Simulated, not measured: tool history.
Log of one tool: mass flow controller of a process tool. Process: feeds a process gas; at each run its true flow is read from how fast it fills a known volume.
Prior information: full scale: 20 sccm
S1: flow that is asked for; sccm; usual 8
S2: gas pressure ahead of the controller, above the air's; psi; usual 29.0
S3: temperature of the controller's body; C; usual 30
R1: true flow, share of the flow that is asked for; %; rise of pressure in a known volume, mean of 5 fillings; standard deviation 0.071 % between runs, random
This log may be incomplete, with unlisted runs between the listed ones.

run,day,S1,S2,S3,R1
1,0.000,8,29.0,30,99.74
2,13.250,8,29.0,30,99.87
3,28.729,8,29.0,30,99.90
4,38.750,8,21.3,30,100.11
5,51.175,8,21.3,30,100.21
6,65.971,8,21.3,30,100.26
7,78.954,8,21.3,30,100.14
8,86.200,8,21.3,30,100.21
9,99.133,8,40.5,30,99.60
10,111.121,8,40.5,30,99.62
11,124.838,5,29.0,30,99.75
12,135.162,5,29.0,30,100.00
13,145.892,3,29.0,30,99.78
14,159.821,3,29.0,30,99.79
15,174.621,3,21.2,30,99.98
16,185.700,12,29.0,30,100.03
17,196.112,8,29.0,30,100.07
18,209.817,8,29.0,30,99.87
19,219.471,8,29.0,30,100.01
20,230.496,8,29.0,24,99.69
21,241.679,4,25.4,20,99.21
22,249.588,4,25.4,33,100.07
23,265.342,5,29.0,37,100.27
24,279.646,3,29.0,31,99.83
25,287.321,7,32.9,31,99.76
26,300.054,5,23.5,31,100.10
27,313.033,5,23.5,31,100.21
28,322.592,8,40.5,30,99.69
29,338.904,20,39.6,30,99.99
30,354.517,20,39.6,30,99.93
31,369.012,20,39.6,30,100.13
32,384.292,7,39.6,30,99.58
33,393.000,3,29.0,30,99.69
34,406.783,3,40.0,24,99.19
35,414.308,9,29.0,34,100.22
36,423.854,8,28.6,20,99.29
37,441.458,8,28.6,20,99.32
38,451.938,8,28.6,20,99.33

Not shown here: 1 entry made in the log between runs. Locate each between two listed runs and compare the hidden state at the listed run before it with the hidden state at the listed run after it:
Runs 37 to 38: controller's zero set anew (day 449.042)
  flow at rest that the sensor doesn't see, % of full scale: -0.006 -> -0.001

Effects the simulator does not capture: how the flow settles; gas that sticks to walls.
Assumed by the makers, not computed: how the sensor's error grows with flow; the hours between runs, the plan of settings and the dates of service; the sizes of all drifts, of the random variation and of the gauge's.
